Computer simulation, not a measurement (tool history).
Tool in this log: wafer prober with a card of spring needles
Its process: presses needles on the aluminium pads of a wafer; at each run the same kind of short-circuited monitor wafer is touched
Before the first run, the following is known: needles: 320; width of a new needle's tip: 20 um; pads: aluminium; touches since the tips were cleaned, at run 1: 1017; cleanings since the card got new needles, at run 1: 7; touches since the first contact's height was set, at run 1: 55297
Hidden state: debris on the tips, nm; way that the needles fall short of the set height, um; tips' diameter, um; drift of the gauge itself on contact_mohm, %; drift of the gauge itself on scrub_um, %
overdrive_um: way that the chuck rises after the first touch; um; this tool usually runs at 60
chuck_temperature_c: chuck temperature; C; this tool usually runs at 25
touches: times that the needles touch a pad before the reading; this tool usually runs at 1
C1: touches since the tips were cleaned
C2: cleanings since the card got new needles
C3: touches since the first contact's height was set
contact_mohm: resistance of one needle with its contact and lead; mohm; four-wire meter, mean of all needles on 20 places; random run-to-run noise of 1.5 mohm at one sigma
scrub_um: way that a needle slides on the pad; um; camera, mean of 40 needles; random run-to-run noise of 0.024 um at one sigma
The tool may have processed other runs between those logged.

run 1 hour=0 | overdrive_um=60 chuck_temperature_c=25 touches=1 | C1=1017 C2=7 C3=55297 | contact_mohm=167 scrub_um=12.26
run 2 hour=15.5 | overdrive_um=60 chuck_temperature_c=25 touches=1 | C1=3520 C2=7 C3=57800 | contact_mohm=195 scrub_um=12.31
run 3 hour=27.9 | overdrive_um=60 chuck_temperature_c=25 touches=1 | C1=5517 C2=7 C3=59797 | contact_mohm=209 scrub_um=12.22
-- hour=33.5 tips cleaned on abrasive film
run 4 hour=43.2 | overdrive_um=60 chuck_temperature_c=25 touches=1 | C1=1576 C2=8 C3=62258 | contact_mohm=182 scrub_um=12.24
run 5 hour=59 | overdrive_um=60 chuck_temperature_c=25 touches=1 | C1=4126 C2=8 C3=64808 | contact_mohm=202 scrub_um=12.22
run 6 hour=71.3 | overdrive_um=60 chuck_temperature_c=25 touches=1 | C1=6105 C2=8 C3=66787 | contact_mohm=212 scrub_um=12.26
-- hour=73.9 tips cleaned on abrasive film
run 7 hour=85 | overdrive_um=60 chuck_temperature_c=25 touches=1 | C1=1792 C2=9 C3=68987 | contact_mohm=179 scrub_um=12.25
run 8 hour=98.8 | overdrive_um=60 chuck_temperature_c=25 touches=3 | C1=4012 C2=9 C3=71207 | contact_mohm=162 scrub_um=12.25
run 9 hour=112.2 | overdrive_um=60 chuck_temperature_c=25 touches=3 | C1=6187 C2=9 C3=73382 | contact_mohm=167 scrub_um=12.22
-- hour=114.4 tips cleaned on abrasive film
run 10 hour=122.5 | overdrive_um=60 chuck_temperature_c=25 touches=3 | C1=1301 C2=10 C3=75017 | contact_mohm=149 scrub_um=12.18
run 11 hour=129.7 | overdrive_um=60 chuck_temperature_c=25 touches=3 | C1=2460 C2=10 C3=76176 | contact_mohm=160 scrub_um=12.2
run 12 hour=138.8 | overdrive_um=60 chuck_temperature_c=25 touches=1 | C1=3939 C2=10 C3=77655 | contact_mohm=203 scrub_um=12.2
run 13 hour=149.2 | overdrive_um=60 chuck_temperature_c=25 touches=1 | C1=5608 C2=10 C3=79324 | contact_mohm=209 scrub_um=12.25
-- hour=154.3 tips cleaned on abrasive film
run 14 hour=161.8 | overdrive_um=60 chuck_temperature_c=25 touches=1 | C1=1209 C2=11 C3=81347 | contact_mohm=172 scrub_um=12.2

Predict the results of run 15:
run 15 hour=174.5 | overdrive_um=60 chuck_temperature_c=25 touches=1 | C1=3264 C2=11 C3=83402 | contact_mohm=? scrub_um=?

{"run 15": {"contact_mohm": 197, "scrub_um": 12.21}}
Take away the tool's hidden state, keep the run-to-run variation as it was, and the same run would have given contact_mohm 138 mohm, scrub_um 12.43 um.
